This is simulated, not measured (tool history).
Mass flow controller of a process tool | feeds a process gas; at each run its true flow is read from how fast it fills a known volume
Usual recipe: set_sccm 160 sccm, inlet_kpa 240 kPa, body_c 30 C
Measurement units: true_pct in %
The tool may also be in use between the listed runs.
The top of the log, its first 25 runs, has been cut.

run 26 hour=3473.7 | set_sccm=55 inlet_kpa=240 body_c=28 | true_pct=94.44
run 27 hour=3674.4 | set_sccm=169 inlet_kpa=213 body_c=32 | true_pct=98.18
run 28 hour=3833.4 | set_sccm=169 inlet_kpa=213 body_c=32 | true_pct=98.04
run 29 hour=3979.1 | set_sccm=169 inlet_kpa=277 body_c=39 | true_pct=99.09
run 30 hour=4112.8 | set_sccm=169 inlet_kpa=277 body_c=39 | true_pct=98.95
run 31 hour=4315.9 | set_sccm=169 inlet_kpa=160 body_c=36 | true_pct=97.93
run 32 hour=4406.2 | set_sccm=26 inlet_kpa=145 body_c=24 | true_pct=89.14
run 33 hour=4568.8 | set_sccm=26 inlet_kpa=145 body_c=24 | true_pct=89.04
run 34 hour=4717.5 | set_sccm=26 inlet_kpa=145 body_c=24 | true_pct=88.82
run 35 hour=4894.2 | set_sccm=40 inlet_kpa=240 body_c=30 | true_pct=92.37
run 36 hour=5086.1 | set_sccm=160 inlet_kpa=145 body_c=32 | true_pct=97.09
run 37 hour=5279.1 | set_sccm=161 inlet_kpa=240 body_c=22 | true_pct=96.63
run 38 hour=5428.3 | set_sccm=161 inlet_kpa=240 body_c=22 | true_pct=96.67
run 39 hour=5521.6 | set_sccm=160 inlet_kpa=240 body_c=23 | true_pct=96.70
run 40 hour=5692.2 | set_sccm=160 inlet_kpa=240 body_c=23 | true_pct=96.47
run 41 hour=5862.1 | set_sccm=160 inlet_kpa=240 body_c=23 | true_pct=96.51
run 42 hour=5989.9 | set_sccm=160 inlet_kpa=240 body_c=23 | true_pct=96.54
run 43 hour=6194.2 | set_sccm=57 inlet_kpa=240 body_c=36 | true_pct=93.79
run 44 hour=6416.5 | set_sccm=22 inlet_kpa=218 body_c=38 | true_pct=87.45
run 45 hour=6553.6 | set_sccm=59 inlet_kpa=218 body_c=38 | true_pct=93.89
run 46 hour=6677.7 | set_sccm=59 inlet_kpa=218 body_c=38 | true_pct=93.80
run 47 hour=6773.4 | set_sccm=59 inlet_kpa=218 body_c=38 | true_pct=93.71

5 options for the next run, each taken on its own from the tool as it stands now. Forecast them:
run A hour=6996.3 | set_sccm=100 inlet_kpa=250 body_c=21 | true_pct=?
run B hour=6996.3 | set_sccm=80 inlet_kpa=204 body_c=26 | true_pct=?
run C hour=6996.3 | set_sccm=164 inlet_kpa=151 body_c=38 | true_pct=?
run D hour=6996.3 | set_sccm=157 inlet_kpa=164 body_c=22 | true_pct=?
run E hour=6996.3 | set_sccm=160 inlet_kpa=240 body_c=33 | true_pct=?

run=A true_pct=94.30
run=B true_pct=93.64
run=C true_pct=97.15
run=D true_pct=95.66
run=E true_pct=97.17
With the hidden condition removed and each run's random variation left untouched, the same runs would have given:
run=A true_pct=98.30
run=B true_pct=98.18
run=C true_pct=100.30
run=D true_pct=98.87
run=E true_pct=100.35
